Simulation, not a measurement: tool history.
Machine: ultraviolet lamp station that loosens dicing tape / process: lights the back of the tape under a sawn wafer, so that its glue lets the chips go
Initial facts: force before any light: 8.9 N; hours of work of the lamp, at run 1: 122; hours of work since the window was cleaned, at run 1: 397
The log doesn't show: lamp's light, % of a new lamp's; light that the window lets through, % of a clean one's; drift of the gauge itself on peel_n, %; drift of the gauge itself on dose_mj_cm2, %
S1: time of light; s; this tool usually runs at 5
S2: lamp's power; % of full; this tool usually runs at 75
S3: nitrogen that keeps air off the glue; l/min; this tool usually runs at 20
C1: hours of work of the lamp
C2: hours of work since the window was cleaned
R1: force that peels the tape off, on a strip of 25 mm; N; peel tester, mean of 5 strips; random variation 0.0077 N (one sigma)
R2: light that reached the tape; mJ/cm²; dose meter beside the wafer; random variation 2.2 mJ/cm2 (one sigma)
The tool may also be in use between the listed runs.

Run 1, day 0: usual settings; C1 122; C2 397. Result: R1 0.429 N, R2 183 mJ/cm².
Run 2, day 0.621: usual settings; C1 132; C2 407. Result: R1 0.46 N, R2 177 mJ/cm².
Run 3, day 1.138: usual settings; C1 141; C2 416. Result: R1 0.439 N, R2 176 mJ/cm².
Run 4, day 1.75: usual settings but S2 68 % of full; C1 152; C2 427. Result: R1 0.589 N, R2 160 mJ/cm².
Run 5, day 2.117: usual settings but S2 63 % of full; C1 158; C2 433. Result: R1 0.693 N, R2 150 mJ/cm².
Run 6, day 2.521: usual settings but S2 67 % of full; C1 165; C2 440. Result: R1 0.592 N, R2 159 mJ/cm².
Run 7, day 2.962: usual settings but S2 67 % of full, S3 21 l/min; C1 173; C2 448. Result: R1 0.572 N, R2 155 mJ/cm².
Run 8, day 3.771: usual settings but S2 67 % of full, S3 21 l/min; C1 187; C2 462. Result: R1 0.576 N, R2 153 mJ/cm².
Run 9, day 4.138: usual settings but S2 67 % of full, S3 21 l/min; C1 193; C2 468. Result: R1 0.583 N, R2 156 mJ/cm².
Run 10, day 4.667: usual settings but S2 67 % of full, S3 21 l/min; C1 202; C2 477. Result: R1 0.601 N, R2 156 mJ/cm².
Run 11, day 5.1: usual settings but S2 67 % of full, S3 21 l/min; C1 210; C2 485. Result: R1 0.596 N, R2 157 mJ/cm².
Run 12, day 5.621: usual settings but S2 67 % of full, S3 21 l/min; C1 219; C2 494. Result: R1 0.602 N, R2 152 mJ/cm².
Run 13, day 6.346: usual settings but S2 67 % of full, S3 21 l/min; C1 231; C2 506. Result: R1 0.607 N, R2 155 mJ/cm².
At day 6.525: window cleaned of glue's vapour.
Run 14, day 7.021: usual settings but S2 67 % of full, S3 21 l/min; C1 242; C2 9. Result: R1 0.434 N, R2 171 mJ/cm².
Run 15, day 7.408: usual settings but S2 67 % of full, S3 21 l/min; C1 249; C2 15. Result: R1 0.436 N, R2 174 mJ/cm².
Run 16, day 7.858: usual settings but S2 67 % of full, S3 21 l/min; C1 257; C2 23. Result: R1 0.46 N, R2 174 mJ/cm².
Run 17, day 8.371: usual settings but S2 67 % of full, S3 21 l/min; C1 266; C2 32. Result: R1 0.44 N, R2 173 mJ/cm².
Run 18, day 8.738: usual settings but S2 67 % of full, S3 21 l/min; C1 272; C2 38. Result: R1 0.452 N, R2 170 mJ/cm².
Run 19, day 9.583: usual settings but S2 67 % of full, S3 21 l/min; C1 287; C2 53. Result: R1 0.467 N, R2 170 mJ/cm².
Run 20, day 10.329: usual settings but S2 67 % of full, S3 21 l/min; C1 299; C2 66. Result: R1 0.494 N, R2 162 mJ/cm².
Run 21, day 10.821: usual settings but S2 67 % of full, S3 21 l/min; C1 308; C2 74. Result: R1 0.463 N, R2 170 mJ/cm².
Run 22, day 11.667: usual settings but S2 67 % of full, S3 21 l/min; C1 322; C2 89. Result: R1 0.486 N, R2 167 mJ/cm².
Run 23, day 12.458: usual settings but S2 67 % of full, S3 18 l/min; C1 336; C2 102. Result: R1 0.573 N, R2 170 mJ/cm².
Run 24, day 13.071: usual settings but S2 67 % of full, S3 18 l/min; C1 347; C2 113. Result: R1 0.577 N, R2 165 mJ/cm².
Run 25, day 13.65: usual settings but S2 67 % of full, S3 18 l/min; C1 357; C2 123. Result: R1 0.595 N, R2 167 mJ/cm².
Run 26, day 14.225: usual settings but S1 6 s, S2 85 % of full, S3 9 l/min; C1 367; C2 133. Result: R1 0.428 N, R2 247 mJ/cm².
Run 27, day 14.721: usual settings but S1 3 s, S2 66 % of full, S3 18 l/min; C1 375; C2 141. Result: R1 1.77 N, R2 96 mJ/cm².
Run 28, day 15.183: usual settings but S2 79 % of full; C1 383; C2 149. Result: R1 0.356 N, R2 191 mJ/cm².
Run 29, day 15.904: usual settings but S1 2 s, S2 98 % of full; C1 396; C2 162. Result: R1 1.679 N, R2 95 mJ/cm².
Run 30, day 16.712: usual settings but S1 2 s, S2 98 % of full; C1 409; C2 176. Result: R1 1.767 N, R2 96 mJ/cm².
Run 31, day 17.567: usual settings but S1 2 s, S2 68 % of full; C1 424; C2 190. Result: R1 2.838 N, R2 65 mJ/cm².
Run 32, day 18.275: usual settings but S2 84 % of full, S3 35 l/min; C1 436; C2 203. Result: R1 0.185 N, R2 201 mJ/cm².
Run 33, day 18.712: usual settings but S1 8 s, S2 64 % of full; C1 444; C2 210. Result: R1 0.178 N, R2 242 mJ/cm².
Run 34, day 19.117: usual settings but S1 9 s, S2 76 % of full, S3 15 l/min; C1 451; C2 217. Result: R1 0.124 N, R2 323 mJ/cm².
Run 35, day 19.471: usual settings but S3 11 l/min; C1 457; C2 223. Result: R1 0.825 N, R2 174 mJ/cm².
Run 36, day 20.271: usual settings but S3 7 l/min; C1 471; C2 237. Result: R1 1.241 N, R2 175 mJ/cm².
Run 37, day 20.933: usual settings but S1 3 s, S3 16 l/min; C1 482; C2 249. Result: R1 1.677 N, R2 103 mJ/cm².
Run 38, day 21.446: usual settings but S3 12 l/min; C1 491; C2 257. Result: R1 0.789 N, R2 170 mJ/cm².
Run 39, day 22.142: usual settings but S3 12 l/min; C1 503; C2 269. Result: R1 0.808 N, R2 174 mJ/cm².
Run 40, day 22.721: usual settings but S1 6 s, S3 27 l/min; C1 513; C2 279. Result: R1 0.204 N, R2 207 mJ/cm².
Run 41, day 23.096: usual settings but S1 6 s, S3 27 l/min; C1 520; C2 286. Result: R1 0.221 N, R2 202 mJ/cm².
Run 42, day 23.608: usual settings but S1 6 s, S3 27 l/min; C1 528; C2 295. Result: R1 0.219 N, R2 205 mJ/cm².
Run 43, day 24.146: usual settings but S3 27 l/min; C1 538; C2 304. Result: R1 0.354 N, R2 167 mJ/cm².

What if the next run were any one of these 4? Each begins from the tool's condition after run 43:
Run A, day 24.662: usual settings but S3 27 l/min; C1 547; C2 313. Result: R1 ?, R2 ?.
Run B, day 24.662: usual settings but S1 4 s, S3 19 l/min; C1 547; C2 313. Result: R1 ?, R2 ?.
Run C, day 24.662: usual settings but S2 85 % of full, S3 27 l/min; C1 547; C2 313. Result: R1 ?, R2 ?.
Run D, day 24.662: usual settings but S1 4 s, S2 80 % of full, S3 7 l/min; C1 547; C2 313. Result: R1 ?, R2 ?.

run     R1   R2
  A  0.355  166
  B  0.899  134
  C  0.257  194
  D  1.785  141
Without the tool's unlogged condition, the same runs would have read:
run     R1   R2
  A  0.205  202
  B  0.568  163
  C  0.154  235
  D  1.272  172

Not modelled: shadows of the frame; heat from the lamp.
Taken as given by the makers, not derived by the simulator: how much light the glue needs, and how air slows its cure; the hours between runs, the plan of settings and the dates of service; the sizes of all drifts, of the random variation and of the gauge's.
